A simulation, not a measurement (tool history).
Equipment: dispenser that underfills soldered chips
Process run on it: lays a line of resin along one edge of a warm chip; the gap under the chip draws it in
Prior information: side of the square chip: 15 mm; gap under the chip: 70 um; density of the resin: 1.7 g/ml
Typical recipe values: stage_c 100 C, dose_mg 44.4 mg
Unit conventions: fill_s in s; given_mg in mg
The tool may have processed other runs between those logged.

{"run": 1, "hour": 0.0, "stage_c": 100, "dose_mg": 44.4, "fill_s": 50.9, "given_mg": 43.38}
{"run": 2, "hour": 5.6, "stage_c": 100, "dose_mg": 44.4, "fill_s": 68.1, "given_mg": 43.23}
{"hour": 9.3, "done": "new syringe of resin"}
{"run": 3, "hour": 9.8, "stage_c": 100, "dose_mg": 39.3, "fill_s": 51.1, "given_mg": 38.19}
{"run": 4, "hour": 14.9, "stage_c": 100, "dose_mg": 39.3, "fill_s": 67.7, "given_mg": 38.01}
{"hour": 18.9, "done": "new syringe of resin"}
{"run": 5, "hour": 19.6, "stage_c": 100, "dose_mg": 40.5, "fill_s": 54.1, "given_mg": 39.23}
{"run": 6, "hour": 22.4, "stage_c": 100, "dose_mg": 40.5, "fill_s": 62.3, "given_mg": 39.07}
{"hour": 24.6, "done": "dispensing valve cleaned and set on the balance"}
{"run": 7, "hour": 26.6, "stage_c": 100, "dose_mg": 40.5, "fill_s": 71.8, "given_mg": 40.62}
{"hour": 29.8, "done": "new syringe of resin"}
{"run": 8, "hour": 30.6, "stage_c": 100, "dose_mg": 42.1, "fill_s": 52.9, "given_mg": 42.09}
{"run": 9, "hour": 33.5, "stage_c": 100, "dose_mg": 53.4, "fill_s": 60, "given_mg": 53.37}
{"hour": 39.4, "done": "new syringe of resin"}
{"run": 10, "hour": 39.6, "stage_c": 97, "dose_mg": 42.6, "fill_s": 58.4, "given_mg": 42.52}
{"run": 11, "hour": 45.1, "stage_c": 110, "dose_mg": 47, "fill_s": 41.6, "given_mg": 46.79}

For run 12, what comes out?
{"hour": 49.3, "done": "new syringe of resin"}
{"run": 12, "hour": 49.3, "stage_c": 106, "dose_mg": 45.9, "fill_s": "?", "given_mg": "?"}

fill_s: 38.1 s
given_mg: 45.67 mg
Were there no unlogged condition in the tool, this run, its random variation unchanged, would have produced fill_s 38.1 s, given_mg 45.93 mg.
